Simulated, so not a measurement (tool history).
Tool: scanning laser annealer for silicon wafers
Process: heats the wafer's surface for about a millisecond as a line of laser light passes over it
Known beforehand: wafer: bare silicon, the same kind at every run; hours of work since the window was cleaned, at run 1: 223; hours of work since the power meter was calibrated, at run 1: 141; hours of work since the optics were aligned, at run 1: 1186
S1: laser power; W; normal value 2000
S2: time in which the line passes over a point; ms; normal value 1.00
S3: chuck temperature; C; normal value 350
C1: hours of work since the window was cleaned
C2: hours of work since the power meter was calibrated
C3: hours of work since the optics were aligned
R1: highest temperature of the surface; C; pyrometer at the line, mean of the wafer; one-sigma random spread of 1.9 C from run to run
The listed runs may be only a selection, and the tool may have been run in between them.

run    hour    S1    S2   S3   C1    C2    C3    R1
  1     0.0  2000  1.00  350  223   141  1186  1165
  2    63.1  2000  1.00  350  273   191  1235  1162
  3   138.6  2000  1.00  350  332   250  1294  1152
  4   195.2  2000  1.00  350  376   294  1338  1150
  5   254.2  2000  1.00  350  422   340  1384  1148
  6   293.5  2000  1.00  350  453   371  1415  1141
  7   344.0  2000  1.00  350  492   410  1455  1143
  8   391.1  2000  1.00  350  529   447  1491  1140
      437.5  -- optics aligned, line set to its width
  9   445.3  2000  1.00  350  567   485     6  1149
 10   498.2  2000  1.00  324  609   527    47  1121
      522.3  -- window over the wafer cleaned
 11   549.8  2000  1.00  350   21   565    86  1189
 12   622.5  2000  0.95  322   78   622   143  1128
 13   688.9  1717  1.07  355  130   674   195  1059
 14   722.1  1866  1.00  350  156   700   221  1107
 15   760.0  1866  1.00  350  186   730   250  1100
 16   837.9  1866  1.00  350  247   791   311  1094
 17   878.7  2176  1.22  385  278   822   343  1407
 18   943.3  2171  1.00  371  329   873   394  1269
 19  1017.2  2160  1.08  331  387   931   451  1261
 20  1064.4  1911  0.85  350  424   968   488  1034
 21  1108.5  2174  1.00  351  458  1002   523  1238
 22  1175.6  2174  1.00  351  510  1054   575  1234

Measured less the same run without the tool's hidden state. The same run-to-run variation is in both; the gauge's scatter may not be:
Hidden state at play: light that passes the window, % of a clean one's; laser's true power over the reading, %; width of the line over the set one, %; drift of the gauge itself on peak_c, C.
run   R1
  1  -32
  2  -36
  3  -41
  4  -45
  5  -49
  6  -52
  7  -54
  8  -58
  9  -47
 10  -50
 11   -9
 12  -13
 13  -16
 14  -19
 15  -22
 16  -27
 17  -40
 18  -40
 19  -48
 20  -39
 21  -53
 22  -59
